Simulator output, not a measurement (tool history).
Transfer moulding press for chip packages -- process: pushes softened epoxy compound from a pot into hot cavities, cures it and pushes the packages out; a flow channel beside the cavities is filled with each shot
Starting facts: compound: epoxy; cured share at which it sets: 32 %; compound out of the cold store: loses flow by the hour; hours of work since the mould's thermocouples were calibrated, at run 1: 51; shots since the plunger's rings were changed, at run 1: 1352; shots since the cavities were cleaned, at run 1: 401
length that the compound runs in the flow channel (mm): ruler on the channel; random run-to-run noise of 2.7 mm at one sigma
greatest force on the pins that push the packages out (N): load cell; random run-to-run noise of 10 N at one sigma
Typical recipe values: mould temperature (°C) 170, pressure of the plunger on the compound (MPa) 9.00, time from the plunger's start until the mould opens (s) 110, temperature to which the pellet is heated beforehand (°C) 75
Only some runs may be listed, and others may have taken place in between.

| run | hour | mould temperature (°C) | pressure of the plunger on the compound (MPa) | time from the plunger's start until the mould opens (s) | temperature to which the pellet is heated beforehand (°C) | hours of work since the mould's thermocouples were calibrated | shots since the plunger's rings were changed | shots since the cavities were cleaned | incoming compound's hours out of the cold store | length that the compound runs in the flow channel (mm) | greatest force on the pins that push the packages out (N) |
|---|---|---|---|---|---|---|---|---|---|---|---|
| 1 | 0.0 | 170 | 9.00 | 110 | 75 | 51 | 1352 | 401 | 11.7 | 805 | 713 |
| 2 | 4.6 | 170 | 9.00 | 110 | 75 | 54 | 1396 | 445 | 11.4 | 810 | 707 |
| 3 | 13.6 | 170 | 9.00 | 110 | 75 | 59 | 1480 | 529 | 28.7 | 764 | 720 |
| 4 | 18.0 | 170 | 9.00 | 110 | 75 | 61 | 1523 | 572 | 14.3 | 798 | 737 |
| 5 | 28.4 | 170 | 9.00 | 110 | 75 | 66 | 1621 | 670 | 31.0 | 756 | 741 |
|  | 37.9 | cavities cleaned with cleaning compound and waxed |
| 6 | 37.9 | 170 | 7.45 | 110 | 75 | 71 | 1697 | 0 | 39.6 | 669 | 485 |
| 7 | 44.0 | 170 | 7.45 | 110 | 75 | 74 | 1755 | 58 | 17.7 | 716 | 509 |
| 8 | 54.5 | 170 | 7.45 | 110 | 75 | 79 | 1854 | 157 | 42.7 | 670 | 578 |
| 9 | 62.1 | 170 | 7.45 | 110 | 66 | 84 | 1927 | 230 | 27.8 | 695 | 633 |
| 10 | 72.2 | 170 | 7.45 | 110 | 66 | 89 | 2023 | 326 | 44.5 | 661 | 653 |
| 11 | 79.0 | 170 | 7.45 | 110 | 66 | 92 | 2086 | 389 | 44.5 | 661 | 687 |
| 12 | 86.6 | 170 | 9.00 | 110 | 75 | 97 | 2159 | 462 | 15.0 | 789 | 708 |
| 13 | 96.2 | 170 | 9.00 | 110 | 75 | 102 | 2250 | 553 | 16.9 | 785 | 746 |
| 14 | 105.4 | 170 | 9.00 | 110 | 75 | 106 | 2338 | 641 | 26.2 | 764 | 749 |
| 15 | 111.3 | 170 | 9.00 | 110 | 75 | 110 | 2393 | 696 | 23.2 | 772 | 755 |
|  | 118.6 | cavities cleaned with cleaning compound and waxed |
| 16 | 121.4 | 166 | 9.00 | 123 | 72 | 114 | 2475 | 26 | 36.4 | 750 | 511 |
| 17 | 127.8 | 170 | 9.00 | 149 | 70 | 118 | 2536 | 87 | 35.8 | 741 | 480 |
|  | 138.5 | plunger's sealing rings changed |
| 18 | 139.5 | 170 | 9.00 | 149 | 70 | 122 | 10 | 174 | 43.5 | 748 | 543 |
| 19 | 145.1 | 170 | 9.00 | 149 | 70 | 125 | 63 | 227 | 14.5 | 801 | 566 |
| 20 | 153.8 | 170 | 7.17 | 117 | 70 | 130 | 145 | 309 | 19.3 | 708 | 638 |
| 21 | 158.9 | 170 | 9.80 | 110 | 73 | 133 | 194 | 358 | 26.6 | 813 | 685 |
| 22 | 169.0 | 165 | 10.75 | 110 | 73 | 138 | 290 | 454 | 12.6 | 899 | 942 |
| 23 | 176.4 | 165 | 8.69 | 110 | 80 | 142 | 360 | 524 | 36.9 | 756 | 862 |
| 24 | 182.7 | 165 | 8.69 | 110 | 80 | 145 | 420 | 584 | 24.2 | 782 | 891 |
| 25 | 187.2 | 165 | 8.34 | 108 | 73 | 148 | 462 | 626 | 10.6 | 793 | 991 |
| 26 | 197.2 | 164 | 8.34 | 108 | 79 | 153 | 558 | 722 | 41.5 | 731 | 987 |
|  | 201.8 | cavities cleaned with cleaning compound and waxed |
| 27 | 209.5 | 167 | 9.96 | 125 | 82 | 159 | 660 | 73 | 23.3 | 829 | 529 |
| 28 | 219.9 | 170 | 9.00 | 134 | 85 | 164 | 758 | 171 | 31.0 | 767 | 546 |
| 29 | 224.4 | 170 | 9.28 | 110 | 75 | 167 | 801 | 214 | 33.2 | 772 | 622 |

What if the next run were any one of these 3? Each begins from the tool's condition after run 29:
| A | 234.5 | 165 | 9.12 | 120 | 75 | 172 | 896 | 309 | 13.0 | ? | ? |
| B | 234.5 | 174 | 9.14 | 110 | 84 | 172 | 896 | 309 | 18.1 | ? | ? |
| C | 234.5 | 170 | 8.29 | 110 | 83 | 172 | 896 | 309 | 29.9 | ? | ? |

| run | length that the compound runs in the flow channel (mm) | greatest force on the pins that push the packages out (N) |
|---|---|---|
| A | 823 | 736 |
| B | 783 | 618 |
| C | 735 | 668 |
With the hidden condition removed and each run's random variation left untouched, the same runs would have given:
| run | length that the compound runs in the flow channel (mm) | greatest force on the pins that push the packages out (N) |
|---|---|---|
| A | 832 | 512 |
| B | 792 | 427 |
| C | 743 | 462 |
